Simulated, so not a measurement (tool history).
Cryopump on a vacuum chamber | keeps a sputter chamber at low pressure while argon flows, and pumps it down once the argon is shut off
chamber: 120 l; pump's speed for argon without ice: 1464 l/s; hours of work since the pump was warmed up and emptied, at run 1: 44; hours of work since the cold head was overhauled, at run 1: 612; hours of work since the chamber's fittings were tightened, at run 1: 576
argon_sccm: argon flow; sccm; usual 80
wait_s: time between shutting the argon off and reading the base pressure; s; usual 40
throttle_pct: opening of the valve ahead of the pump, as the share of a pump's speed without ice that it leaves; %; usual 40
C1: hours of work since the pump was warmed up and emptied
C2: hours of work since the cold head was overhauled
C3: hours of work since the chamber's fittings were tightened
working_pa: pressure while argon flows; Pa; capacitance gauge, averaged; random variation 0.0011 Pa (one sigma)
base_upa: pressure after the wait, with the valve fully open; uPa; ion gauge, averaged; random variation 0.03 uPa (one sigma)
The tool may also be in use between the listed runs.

Run 1, hour 0.0: usual settings; C1 44; C2 612; C3 576. Result: working_pa 0.2341 Pa, base_upa 2.08 uPa.
Run 2, hour 29.1: usual settings; C1 66; C2 635; C3 598. Result: working_pa 0.2353 Pa, base_upa 2.08 uPa.
Run 3, hour 53.1: usual settings but argon_sccm 73 sccm; C1 85; C2 653; C3 616. Result: working_pa 0.2145 Pa, base_upa 2.13 uPa.
Run 4, hour 77.5: usual settings but argon_sccm 73 sccm; C1 103; C2 671; C3 635. Result: working_pa 0.2159 Pa, base_upa 2.18 uPa.
Run 5, hour 108.7: usual settings but wait_s 30 s; C1 127; C2 695; C3 659. Result: working_pa 0.2339 Pa, base_upa 2.58 uPa.
Run 6, hour 122.1: usual settings but wait_s 30 s; C1 137; C2 705; C3 669. Result: working_pa 0.2370 Pa, base_upa 2.57 uPa.
Run 7, hour 139.6: usual settings; C1 150; C2 719; C3 682. Result: working_pa 0.2385 Pa, base_upa 2.22 uPa.
Run 8, hour 157.5: usual settings; C1 164; C2 732; C3 696. Result: working_pa 0.2358 Pa, base_upa 2.27 uPa.
Run 9, hour 181.3: usual settings; C1 182; C2 750; C3 714. Result: working_pa 0.2391 Pa, base_upa 2.23 uPa.
Run 10, hour 195.6: usual settings but throttle_pct 28 %; C1 193; C2 761; C3 725. Result: working_pa 0.3389 Pa, base_upa 2.25 uPa.
Run 11, hour 212.8: usual settings but argon_sccm 48 sccm, throttle_pct 16 %; C1 206; C2 774; C3 738. Result: working_pa 0.3486 Pa, base_upa 2.32 uPa.
Run 12, hour 241.0: usual settings but argon_sccm 67 sccm, wait_s 70 s, throttle_pct 45 %; C1 227; C2 796; C3 759. Result: working_pa 0.1802 Pa, base_upa 1.79 uPa.
Run 13, hour 254.9: usual settings but argon_sccm 67 sccm, wait_s 70 s, throttle_pct 39 %; C1 238; C2 806; C3 770. Result: working_pa 0.2058 Pa, base_upa 1.82 uPa.

Forecast each of these 5 alternatives for the next run:
Run A, hour 283.8: usual settings but argon_sccm 82 sccm, wait_s 80 s, throttle_pct 49 %; C1 260; C2 828; C3 792. Result: working_pa ?, base_upa ?.
Run B, hour 283.8: usual settings but argon_sccm 94 sccm, wait_s 70 s, throttle_pct 39 %; C1 260; C2 828; C3 792. Result: working_pa ?, base_upa ?.
Run C, hour 283.8: usual settings but argon_sccm 67 sccm, wait_s 70 s, throttle_pct 16 %; C1 260; C2 828; C3 792. Result: working_pa ?, base_upa ?.
Run D, hour 283.8: usual settings but argon_sccm 107 sccm, wait_s 20 s, throttle_pct 24 %; C1 260; C2 828; C3 792. Result: working_pa ?, base_upa ?.
Run E, hour 283.8: usual settings but argon_sccm 67 sccm, wait_s 42 s, throttle_pct 17 %; C1 260; C2 828; C3 792. Result: working_pa ?, base_upa ?.

run  working_pa  base_upa
  A      0.2029      1.66
  B      0.2902      1.81
  C      0.4922      1.80
  D      0.5304      3.61
  E      0.4612      2.30
Without the tool's hidden state the same runs would have given:
run  working_pa  base_upa
  A      0.1930      0.81
  B      0.2789      0.93
  C      0.4842      0.95
  D      0.5175      2.76
  E      0.4532      1.43
